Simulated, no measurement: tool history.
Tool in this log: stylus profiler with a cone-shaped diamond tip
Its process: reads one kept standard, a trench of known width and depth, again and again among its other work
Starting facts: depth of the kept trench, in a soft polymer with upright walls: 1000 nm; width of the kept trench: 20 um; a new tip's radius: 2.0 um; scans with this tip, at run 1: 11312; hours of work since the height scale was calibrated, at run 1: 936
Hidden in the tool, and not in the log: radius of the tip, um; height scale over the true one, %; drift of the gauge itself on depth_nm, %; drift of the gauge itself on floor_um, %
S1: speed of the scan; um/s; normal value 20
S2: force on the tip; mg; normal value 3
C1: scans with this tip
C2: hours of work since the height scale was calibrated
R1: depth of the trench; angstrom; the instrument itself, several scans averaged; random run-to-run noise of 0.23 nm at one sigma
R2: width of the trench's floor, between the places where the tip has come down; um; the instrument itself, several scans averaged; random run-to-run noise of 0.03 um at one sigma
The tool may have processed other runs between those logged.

run,day,S1,S2,C1,C2,R1,R2
1,0,20,3,11312,936,10189.5,13.53
# day 1.025: new tip fitted, height scale calibrated
2,1.942,20,3,182,15,10137.6,16.29
3,3.362,20,3,464,38,10140.7,16.22
4,4.667,20,3,723,60,10139.1,16.1
5,5.862,20,1.82,960,80,10100.2,16
6,6.729,20,1.82,1133,94,10108.8,15.97
7,8.179,20,3,1421,118,10140.5,15.9
8,10.067,20,3,1796,149,10144.3,15.74
9,11.058,21,3,1993,165,10146.9,15.75
10,12.683,21,3,2315,192,10146.3,15.59
11,14.117,21,3,2600,215,10150.1,15.54
12,14.912,20,2.96,2758,228,10146.8,15.47
13,15.783,20,3,2931,243,10149.8,15.45
14,17.167,67,3,3206,265,10149.4,15.18
15,19.004,33,2.01,3571,296,10118.8,15.17
16,20.5,22,1.81,3868,320,10114.3,15.11
17,22.212,53,1.07,4208,348,10088.6,14.81
18,23.45,53,1.07,4454,369,10088.6,14.67
19,24.829,9,7.9,4727,391,10286.2,15.03
20,25.979,9,7.9,4956,410,10285,14.94
21,27.204,7,2.83,5199,430,10151.4,14.94
22,28.525,78,3.66,5461,452,10182.9,14.51
23,30.275,78,3.66,5809,481,10183.1,14.36
24,31.271,16,1.1,6007,497,10095.1,14.62
25,33.112,16,1.1,6373,528,10091.6,14.52

5 options for the next run, each taken on its own from the tool as it stands now. Forecast them:
A,33.9,19,1.14,6529,540,?,?
B,33.9,17,3,6529,540,?,?
C,33.9,20,2.46,6529,540,?,?
D,33.9,50,1.41,6529,540,?,?
E,33.9,14,3.5,6529,540,?,?

run,R1,R2
A,10096.9,14.42
B,10167,14.59
C,10142.6,14.55
D,10111.6,14.25
E,10180.8,14.57
Had the tool no hidden state, the same runs would have come out as:
run,R1,R2
A,10071.6,16.33
B,10141.5,16.49
C,10117.2,16.46
D,10086.3,16.16
E,10155.3,16.48
